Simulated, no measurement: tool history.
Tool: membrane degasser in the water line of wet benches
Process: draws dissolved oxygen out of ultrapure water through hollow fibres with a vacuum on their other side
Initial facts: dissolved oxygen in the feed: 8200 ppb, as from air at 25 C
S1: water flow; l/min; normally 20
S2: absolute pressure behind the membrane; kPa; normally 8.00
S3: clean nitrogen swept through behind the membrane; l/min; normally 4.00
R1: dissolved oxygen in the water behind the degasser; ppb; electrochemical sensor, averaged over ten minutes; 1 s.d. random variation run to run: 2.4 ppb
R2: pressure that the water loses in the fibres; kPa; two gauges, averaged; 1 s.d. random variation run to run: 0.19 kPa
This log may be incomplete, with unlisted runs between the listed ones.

run 1 day=0.000 | S1=20 S2=8.00 S3=4.00 | R1=241.4 R2=38.74
run 2 day=2.438 | S1=20 S2=8.00 S3=4.00 | R1=237.7 R2=38.40
run 3 day=5.233 | S1=20 S2=8.00 S3=4.00 | R1=240.3 R2=38.66
run 4 day=7.183 | S1=18 S2=8.00 S3=4.00 | R1=182.6 R2=34.38
run 5 day=11.200 | S1=18 S2=8.00 S3=4.00 | R1=181.8 R2=34.65
run 6 day=13.442 | S1=20 S2=10.94 S3=4.00 | R1=273.8 R2=38.33
run 7 day=16.462 | S1=20 S2=10.94 S3=4.00 | R1=271.0 R2=38.47
run 8 day=20.183 | S1=20 S2=10.94 S3=6.31 | R1=240.8 R2=38.21
run 9 day=22.454 | S1=20 S2=10.94 S3=6.31 | R1=243.1 R2=38.37
run 10 day=24.488 | S1=20 S2=10.94 S3=6.31 | R1=239.9 R2=37.95
run 11 day=27.375 | S1=20 S2=10.94 S3=6.31 | R1=235.3 R2=38.11
run 12 day=31.671 | S1=20 S2=8.00 S3=2.03 | R1=287.4 R2=38.18
run 13 day=35.096 | S1=20 S2=8.00 S3=4.00 | R1=234.2 R2=38.60
run 14 day=39.175 | S1=20 S2=8.00 S3=4.00 | R1=241.3 R2=38.30
-- day=42.517 vacuum gauge calibrated
run 15 day=42.621 | S1=16 S2=5.46 S3=4.00 | R1=111.7 R2=30.46
run 16 day=44.700 | S1=16 S2=5.46 S3=4.00 | R1=108.2 R2=30.52
run 17 day=47.908 | S1=29 S2=9.58 S3=6.60 | R1=538.3 R2=54.83
run 18 day=51.083 | S1=19 S2=14.61 S3=10.42 | R1=206.1 R2=36.09
run 19 day=53.975 | S1=18 S2=11.06 S3=4.00 | R1=214.8 R2=33.95
run 20 day=56.146 | S1=20 S2=11.54 S3=2.01 | R1=365.0 R2=38.14
run 21 day=60.304 | S1=20 S2=11.54 S3=2.01 | R1=369.9 R2=37.77
run 22 day=64.721 | S1=20 S2=10.68 S3=3.22 | R1=294.6 R2=37.52
run 23 day=67.788 | S1=20 S2=10.68 S3=5.45 | R1=247.0 R2=37.59
run 24 day=70.758 | S1=20 S2=16.47 S3=4.00 | R1=335.2 R2=37.63
run 25 day=74.542 | S1=14 S2=18.86 S3=4.00 | R1=181.2 R2=26.17
run 26 day=76.496 | S1=20 S2=11.37 S3=11.80 | R1=210.7 R2=37.79
run 27 day=79.742 | S1=20 S2=11.37 S3=11.80 | R1=213.4 R2=37.65

5 ways to go on from here, each from the tool as it stands after run 27. What would each give?
run A day=82.538 | S1=21 S2=8.28 S3=9.95 | R1=? R2=?
run B day=82.538 | S1=20 S2=13.72 S3=6.11 | R1=? R2=?
run C day=82.538 | S1=20 S2=18.01 S3=4.00 | R1=? R2=?
run D day=82.538 | S1=20 S2=11.37 S3=1.65 | R1=? R2=?
run E day=82.538 | S1=14 S2=8.84 S3=2.79 | R1=? R2=?

run=A R1=232.4 R2=39.40
run=B R1=264.7 R2=37.89
run=C R1=349.6 R2=37.84
run=D R1=396.1 R2=37.37
run=E R1=122.0 R2=26.17
Without the tool's unlogged condition, the same runs would have read:
run=A R1=232.1 R2=40.43
run=B R1=264.3 R2=38.87
run=C R1=349.2 R2=38.82
run=D R1=395.6 R2=38.35
run=E R1=121.8 R2=26.85

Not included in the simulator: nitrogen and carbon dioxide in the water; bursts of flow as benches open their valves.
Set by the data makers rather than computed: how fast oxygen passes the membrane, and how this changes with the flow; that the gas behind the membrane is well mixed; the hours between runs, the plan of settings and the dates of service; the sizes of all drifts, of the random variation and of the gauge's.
